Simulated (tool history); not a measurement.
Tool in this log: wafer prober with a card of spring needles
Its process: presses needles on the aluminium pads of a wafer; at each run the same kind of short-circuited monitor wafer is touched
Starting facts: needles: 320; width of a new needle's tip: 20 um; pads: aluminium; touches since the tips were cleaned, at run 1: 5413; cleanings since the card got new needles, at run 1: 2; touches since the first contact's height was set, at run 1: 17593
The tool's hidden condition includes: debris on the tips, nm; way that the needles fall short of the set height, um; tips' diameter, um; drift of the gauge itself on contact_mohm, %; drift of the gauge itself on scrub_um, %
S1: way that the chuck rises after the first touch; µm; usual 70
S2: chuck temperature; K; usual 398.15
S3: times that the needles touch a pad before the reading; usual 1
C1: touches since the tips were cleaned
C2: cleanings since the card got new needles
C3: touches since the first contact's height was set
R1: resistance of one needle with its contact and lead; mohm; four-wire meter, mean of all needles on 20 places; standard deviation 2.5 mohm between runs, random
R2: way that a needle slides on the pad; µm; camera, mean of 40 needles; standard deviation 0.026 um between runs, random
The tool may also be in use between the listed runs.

| run | hour | S1 | S2 | S3 | C1 | C2 | C3 | R1 | R2 |
|---|---|---|---|---|---|---|---|---|---|
| 1 | 0.0 | 70 | 398.15 | 1 | 5413 | 2 | 17593 | 331 | 16.24 |
|  | 2.4 | tips cleaned on abrasive film |
|  | 16.6 | tips cleaned on abrasive film |
| 2 | 24.5 | 70 | 398.15 | 1 | 3785 | 4 | 29253 | 325 | 16.17 |
|  | 31.0 | tips cleaned on abrasive film |
|  | 45.7 | tips cleaned on abrasive film |
| 3 | 48.8 | 70 | 398.15 | 1 | 1517 | 6 | 40791 | 304 | 16.13 |
|  | 58.7 | tips cleaned on abrasive film |
| 4 | 68.0 | 70 | 398.15 | 1 | 4430 | 7 | 49903 | 329 | 16.09 |
|  | 73.6 | tips cleaned on abrasive film |
| 5 | 86.2 | 80 | 398.15 | 1 | 6040 | 8 | 58600 | 324 | 18.38 |
|  | 88.1 | tips cleaned on abrasive film |
|  | 102.3 | tips cleaned on abrasive film |
|  | 115.6 | tips cleaned on abrasive film |
| 6 | 116.7 | 70 | 316.15 | 1 | 508 | 11 | 73052 | 276 | 15.99 |
|  | 130.1 | tips cleaned on abrasive film |
| 7 | 130.1 | 70 | 316.15 | 1 | 0 | 12 | 79421 | 265 | 16.00 |
|  | 143.4 | tips cleaned on abrasive film |
| 8 | 146.4 | 70 | 316.15 | 1 | 1445 | 13 | 87180 | 286 | 15.97 |
|  | 158.3 | tips cleaned on abrasive film |
| 9 | 167.6 | 70 | 316.15 | 1 | 4437 | 14 | 97267 | 311 | 15.95 |
|  | 172.9 | tips cleaned on abrasive film |
|  | 187.2 | tips cleaned on abrasive film |
| 10 | 194.5 | 70 | 349.15 | 1 | 3465 | 16 | 110049 | 313 | 15.84 |
|  | 201.1 | tips cleaned on abrasive film |
|  | 215.0 | tips cleaned on abrasive film |
| 11 | 224.4 | 70 | 349.15 | 1 | 4497 | 18 | 124284 | 322 | 15.88 |
|  | 228.8 | tips cleaned on abrasive film |
|  | 237.1 | height of the first contact set anew |
|  | 243.8 | tips cleaned on abrasive film |
| 12 | 249.3 | 70 | 349.15 | 1 | 2636 | 20 | 5804 | 305 | 16.23 |
|  | 257.8 | tips cleaned on abrasive film |
|  | 272.1 | tips cleaned on abrasive film |
| 13 | 280.4 | 70 | 349.15 | 1 | 3961 | 22 | 20598 | 321 | 16.17 |
|  | 285.4 | tips cleaned on abrasive film |
|  | 298.9 | tips cleaned on abrasive film |
| 14 | 298.9 | 50 | 398.15 | 1 | 0 | 24 | 29336 | 293 | 11.49 |
|  | 313.4 | tips cleaned on abrasive film |
| 15 | 320.7 | 58 | 398.15 | 1 | 3509 | 25 | 39758 | 340 | 13.31 |
|  | 328.3 | tips cleaned on abrasive film |
|  | 342.9 | tips cleaned on abrasive film |
| 16 | 345.8 | 58 | 398.15 | 1 | 1422 | 27 | 51686 | 313 | 13.26 |
|  | 355.8 | tips cleaned on abrasive film |
| 17 | 368.4 | 54 | 301.15 | 1 | 6020 | 28 | 62425 | 354 | 12.34 |
|  | 370.8 | tips cleaned on abrasive film |
|  | 384.8 | tips cleaned on abrasive film |
| 18 | 385.9 | 70 | 398.15 | 3 | 509 | 30 | 70715 | 290 | 16.01 |
|  | 398.4 | tips cleaned on abrasive film |
| 19 | 409.9 | 70 | 398.15 | 2 | 5507 | 31 | 82200 | 314 | 15.97 |
|  | 412.6 | tips cleaned on abrasive film |
|  | 427.8 | tips cleaned on abrasive film |
| 20 | 435.7 | 68 | 398.15 | 2 | 3745 | 33 | 94419 | 314 | 15.46 |
|  | 441.0 | tips cleaned on abrasive film |
|  | 454.9 | tips cleaned on abrasive film |
| 21 | 461.3 | 59 | 303.15 | 1 | 3097 | 35 | 106620 | 324 | 13.36 |
|  | 468.7 | tips cleaned on abrasive film |
|  | 482.6 | tips cleaned on abrasive film |
| 22 | 483.7 | 69 | 301.15 | 1 | 509 | 37 | 117218 | 270 | 15.65 |
|  | 498.1 | tips cleaned on abrasive film |
| 23 | 500.0 | 78 | 356.15 | 2 | 922 | 38 | 125009 | 280 | 17.72 |
|  | 511.1 | height of the first contact set anew |
|  | 514.1 | tips cleaned on abrasive film |
|  | 528.6 | tips cleaned on abrasive film |
| 24 | 528.9 | 65 | 378.15 | 2 | 144 | 40 | 8437 | 285 | 15.04 |
|  | 541.8 | tips cleaned on abrasive film |
| 25 | 543.0 | 65 | 378.15 | 2 | 565 | 41 | 15138 | 286 | 15.00 |
|  | 556.2 | tips cleaned on abrasive film |
| 26 | 560.0 | 70 | 328.15 | 1 | 1826 | 42 | 23227 | 290 | 16.20 |
|  | 571.2 | tips cleaned on abrasive film |
| 27 | 581.5 | 78 | 310.15 | 1 | 4929 | 43 | 33501 | 301 | 17.96 |
|  | 585.8 | tips cleaned on abrasive film |
| 28 | 596.4 | 63 | 310.15 | 2 | 5056 | 44 | 40569 | 299 | 14.46 |
|  | 600.0 | tips cleaned on abrasive film |
|  | 613.7 | tips cleaned on abrasive film |
|  | 627.2 | tips cleaned on abrasive film |
| 29 | 627.2 | 55 | 299.15 | 3 | 0 | 47 | 55195 | 260 | 12.53 |
|  | 642.4 | tips cleaned on abrasive film |
| 30 | 647.6 | 87 | 313.15 | 2 | 2508 | 48 | 64924 | 272 | 19.96 |
|  | 657.5 | tips cleaned on abrasive film |
| 31 | 669.7 | 87 | 313.15 | 2 | 5880 | 49 | 75465 | 285 | 19.95 |
|  | 671.6 | tips cleaned on abrasive film |
|  | 685.8 | tips cleaned on abrasive film |
| 32 | 694.8 | 87 | 327.15 | 2 | 4335 | 51 | 87389 | 285 | 19.93 |

Predict each of these 3 candidate next runs independently; none follows another, all start after run 32:
|  | 699.3 | tips cleaned on abrasive film |
|  | 712.3 | tips cleaned on abrasive film |
| A | 723.1 | 83 | 360.15 | 1 | 5180 | 53 | 100843 | ? | ? |
|  | 699.3 | tips cleaned on abrasive film |
|  | 712.3 | tips cleaned on abrasive film |
| B | 723.1 | 52 | 398.15 | 2 | 5180 | 53 | 100843 | ? | ? |
|  | 699.3 | tips cleaned on abrasive film |
|  | 712.3 | tips cleaned on abrasive film |
| C | 723.1 | 70 | 391.15 | 2 | 5180 | 53 | 100843 | ? | ? |

| run | R1 | R2 |
|---|---|---|
| A | 315 | 18.93 |
| B | 343 | 11.73 |
| C | 316 | 15.86 |
Take away the tool's hidden state, keep each run's random variation, and the runs would have read:
| run | R1 | R2 |
|---|---|---|
| A | 272 | 19.27 |
| B | 285 | 12.07 |
| C | 282 | 16.20 |
